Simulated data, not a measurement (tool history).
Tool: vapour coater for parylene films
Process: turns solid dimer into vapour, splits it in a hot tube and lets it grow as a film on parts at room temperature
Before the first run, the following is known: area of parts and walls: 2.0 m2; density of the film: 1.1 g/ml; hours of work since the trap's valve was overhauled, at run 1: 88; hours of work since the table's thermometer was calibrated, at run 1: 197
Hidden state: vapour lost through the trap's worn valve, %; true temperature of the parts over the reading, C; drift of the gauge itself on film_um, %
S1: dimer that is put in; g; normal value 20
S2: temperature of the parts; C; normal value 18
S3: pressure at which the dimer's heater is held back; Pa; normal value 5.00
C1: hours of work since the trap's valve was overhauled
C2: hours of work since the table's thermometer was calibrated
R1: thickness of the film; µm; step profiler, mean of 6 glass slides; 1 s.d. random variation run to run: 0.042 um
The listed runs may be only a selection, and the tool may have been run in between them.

run	day	S1	S2	S3	C1	C2	R1
1	0.000	20	18	5.00	88	197	4.51
2	0.817	20	18	7.00	103	213	4.43
3	1.633	20	18	5.00	119	228	4.51
4	2.346	20	18	5.00	132	242	4.53
5	3.625	20	18	5.00	157	266	4.45
6	4.950	20	18	5.00	182	291	4.39
7	5.979	20	18	5.00	202	311	4.48
8	7.458	20	18	5.00	230	339	4.46
9	8.754	20	18	5.00	254	364	4.35
10	10.162	20	18	5.00	281	391	4.35
11	11.638	20	14	5.00	309	419	4.72
12	13.233	20	18	5.00	340	449	4.33
13	14.083	20	18	5.00	356	465	4.34
14	15.212	20	18	5.00	377	487	4.25
15	16.025	20	18	5.00	393	502	4.28
16	16.862	20	18	5.00	409	518	4.24
17	17.758	20	18	2.92	426	535	4.37
# day 18.821: trap's valve overhauled
18	19.438	20	18	2.53	12	564	4.80
19	20.138	20	18	5.00	25	578	4.61
20	21.375	20	18	5.00	49	601	4.63
21	22.579	20	18	5.00	72	624	4.61
22	23.888	20	18	5.00	97	649	4.51
23	25.208	20	18	5.00	122	674	4.44
24	26.754	20	26	4.66	151	704	3.73
25	27.592	20	26	4.66	167	719	3.82
26	28.917	8	18	4.94	192	745	1.79
27	30.179	8	18	4.94	216	769	1.77
28	30.983	20	18	5.65	232	784	4.37
29	32.388	24	12	2.27	258	811	6.28
30	33.325	24	11	3.20	276	829	6.16
31	34.162	23	29	7.97	292	845	3.85
32	34.900	23	26	9.76	306	859	4.03
33	36.325	23	26	9.76	333	886	4.02
34	37.954	25	13	7.33	365	917	5.65
35	39.125	23	18	9.05	387	939	4.66
36	39.900	13	18	10.62	402	954	2.58
37	40.721	11	13	5.00	417	970	2.58
38	41.500	20	18	2.81	432	984	4.35
# day 42.288: trap's valve overhauled
39	43.204	22	18	5.00	17	1014	5.07
40	44.304	22	18	5.00	38	1035	4.98
41	45.658	22	18	5.00	64	1060	4.99
42	47.188	13	18	7.91	93	1090	2.76
43	48.075	17	11	5.00	110	1107	4.39
44	49.100	21	13	3.17	130	1126	5.50
45	50.188	16	13	3.17	151	1147	4.10
46	51.138	16	13	3.17	169	1165	4.06

For each run, the measured value with the value that run would have given without the tool's hidden condition subtracted. The run-to-run variation is shared by both, the gauge scatter possibly not:
run	R1
1	-0.14
2	-0.15
3	-0.18
4	-0.19
5	-0.21
6	-0.23
7	-0.25
8	-0.28
9	-0.30
10	-0.32
11	-0.38
12	-0.39
13	-0.41
14	-0.42
15	-0.43
16	-0.45
17	-0.48
18	-0.07
19	-0.08
20	-0.10
21	-0.13
22	-0.15
23	-0.18
24	-0.18
25	-0.19
26	-0.10
27	-0.11
28	-0.29
29	-0.44
30	-0.47
31	-0.31
32	-0.34
33	-0.36
34	-0.55
35	-0.48
36	-0.28
37	-0.29
38	-0.51
39	-0.10
40	-0.12
41	-0.15
42	-0.10
43	-0.18
44	-0.24
45	-0.20
46	-0.22
